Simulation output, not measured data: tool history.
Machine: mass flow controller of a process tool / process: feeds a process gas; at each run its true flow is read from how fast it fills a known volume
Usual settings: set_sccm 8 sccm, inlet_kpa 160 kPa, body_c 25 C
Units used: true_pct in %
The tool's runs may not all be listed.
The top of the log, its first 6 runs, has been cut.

Run 7, hour 1122.7: usual settings but set_sccm 19 sccm. Result: true_pct 100.48 %.
Run 8, hour 1232.3: usual settings but set_sccm 19 sccm. Result: true_pct 100.57 %.
Run 9, hour 1476.6: usual settings but set_sccm 19 sccm. Result: true_pct 100.59 %.
Run 10, hour 1718.7: usual settings but inlet_kpa 181 kPa. Result: true_pct 99.6 %.
Run 11, hour 1920.9: usual settings but inlet_kpa 181 kPa. Result: true_pct 99.65 %.
Run 12, hour 2051.3: usual settings but inlet_kpa 181 kPa, body_c 26 C. Result: true_pct 99.69 %.
Run 13, hour 2200.3: usual settings but inlet_kpa 181 kPa, body_c 26 C. Result: true_pct 99.69 %.
Run 14, hour 2406.7: usual settings but inlet_kpa 181 kPa, body_c 26 C. Result: true_pct 100 %.
Run 15, hour 2620: usual settings but inlet_kpa 147 kPa. Result: true_pct 100.07 %.
Run 16, hour 2826.3: usual settings but body_c 40 C. Result: true_pct 101.47 %.
Run 17, hour 2942.9: usual settings but body_c 40 C. Result: true_pct 101.5 %.
Run 18, hour 3121.5: usual settings but set_sccm 2 sccm, body_c 24 C. Result: true_pct 99.44 %.
Run 19, hour 3291.2: usual settings but set_sccm 4 sccm, inlet_kpa 213 kPa, body_c 23 C. Result: true_pct 99.2 %.
Run 20, hour 3515.9: usual settings but set_sccm 3 sccm, inlet_kpa 204 kPa, body_c 37 C. Result: true_pct 100.76 %.
Run 21, hour 3644.5: usual settings but set_sccm 3 sccm, inlet_kpa 204 kPa, body_c 37 C. Result: true_pct 100.73 %.
Run 22, hour 3877.7: usual settings but set_sccm 3 sccm, inlet_kpa 204 kPa, body_c 37 C. Result: true_pct 100.85 %.
Run 23, hour 4122.8: usual settings but set_sccm 5 sccm, inlet_kpa 163 kPa, body_c 27 C. Result: true_pct 100.24 %.
Run 24, hour 4280.2: usual settings but body_c 27 C. Result: true_pct 100.68 %.
Run 25, hour 4451.3: usual settings but set_sccm 20 sccm. Result: true_pct 101.81 %.
Run 26, hour 4663.3: usual settings but set_sccm 20 sccm. Result: true_pct 101.73 %.
Run 27, hour 4781.2: usual settings but set_sccm 4 sccm, inlet_kpa 216 kPa, body_c 23 C. Result: true_pct 99.81 %.
Run 28, hour 4899: usual settings but set_sccm 17 sccm, inlet_kpa 171 kPa. Result: true_pct 101.73 %.
Run 29, hour 5010.3: usual settings but set_sccm 17 sccm, inlet_kpa 171 kPa. Result: true_pct 101.63 %.
At hour 5049.2: gauge calibrated.
Run 30, hour 5151.8: usual settings but set_sccm 10 sccm, inlet_kpa 246 kPa, body_c 27 C. Result: true_pct 99.17 %.
Run 31, hour 5295.9: usual settings but set_sccm 14 sccm, inlet_kpa 169 kPa. Result: true_pct 99.56 %.

Branching from run 31: 4 alternative next runs. What would each branch give?
Run A, hour 5515.7: usual settings but body_c 23 C. Result: true_pct ?.
Run B, hour 5515.7: usual settings but set_sccm 14 sccm, inlet_kpa 169 kPa, body_c 23 C. Result: true_pct ?.
Run C, hour 5515.7: usual settings but set_sccm 6 sccm, inlet_kpa 223 kPa, body_c 35 C. Result: true_pct ?.
Run D, hour 5515.7: usual settings but inlet_kpa 158 kPa, body_c 35 C. Result: true_pct ?.

run  true_pct
  A     98.85
  B     99.46
  C     99.61
  D    100.11
Without the tool's unlogged condition, the same runs would have read:
run  true_pct
  A     98.69
  B      99.3
  C     99.43
  D     99.93
